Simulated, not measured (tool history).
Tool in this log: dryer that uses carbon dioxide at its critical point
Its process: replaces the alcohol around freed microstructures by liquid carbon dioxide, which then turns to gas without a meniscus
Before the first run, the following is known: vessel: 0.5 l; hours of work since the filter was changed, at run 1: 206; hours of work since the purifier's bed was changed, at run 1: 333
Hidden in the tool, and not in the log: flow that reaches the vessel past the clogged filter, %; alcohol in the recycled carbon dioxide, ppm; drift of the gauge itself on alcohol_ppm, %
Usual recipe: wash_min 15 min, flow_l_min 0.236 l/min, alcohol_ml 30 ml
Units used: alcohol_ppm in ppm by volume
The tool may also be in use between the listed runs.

run,hour,wash_min,flow_l_min,alcohol_ml,hours of work since the filter was changed,hours of work since the purifier's bed was changed,alcohol_ppm
1,0,15,0.236,30,206,333,174
2,11.4,23,0.236,30,211,338,60
3,23.7,23,0.236,30,217,343,53
4,42.1,23,0.236,30,225,352,63
5,54.7,23,0.236,30,231,358,69
6,72.4,15,0.236,30,239,366,201
7,90.2,15,0.236,30,247,374,191
8,99.6,15,0.236,30,251,378,188
9,120.8,15,0.236,30,261,388,193
10,136,15,0.236,30,268,395,212
11,156.6,15,0.236,30,277,404,198
12,171.3,15,0.236,30,284,411,202
13,180.6,15,0.236,30,288,415,212
14,197.5,15,0.236,30,296,423,214
15,211.3,15,0.236,117,302,429,618
16,230,23,0.225,30,311,438,82
17,245.2,11,0.214,45,318,445,1702
18,262.3,10,0.36,45,326,453,289
19,281,20,0.176,51,334,461,318
20,303.3,15,0.242,70,345,471,387
21,316.7,16,0.236,36,351,477,196
22,338.4,9,0.305,53,361,487,1213
23,349,9,0.316,27,365,492,565
24,363.4,20,0.338,32,372,499,90
25,378.1,16,0.395,92,379,505,88
26,391.6,16,0.191,26,385,512,385
27,406.3,16,0.191,26,392,518,383
28,427.4,16,0.267,26,401,528,130
29,449.7,16,0.267,26,411,538,133

Some steps in alcohol_ppm, run to run, broken into two amounts with sign: the step expected even without the hidden condition (settings, incoming material, random variation), and the rest, left for the hidden condition together with whatever gauge scatter is not in both the measured and the hidden-condition-free result:
Run 16 -> 17: wash_min 23 -> 11, flow_l_min 0.225 -> 0.214, alcohol_ml 30 -> 45. alcohol_ppm +1620 ppm by volume: hidden state +571, all else +1049.
Run 17 -> 18: wash_min 11 -> 10, flow_l_min 0.214 -> 0.36. alcohol_ppm -1413 ppm by volume: hidden state -465, all else -948.
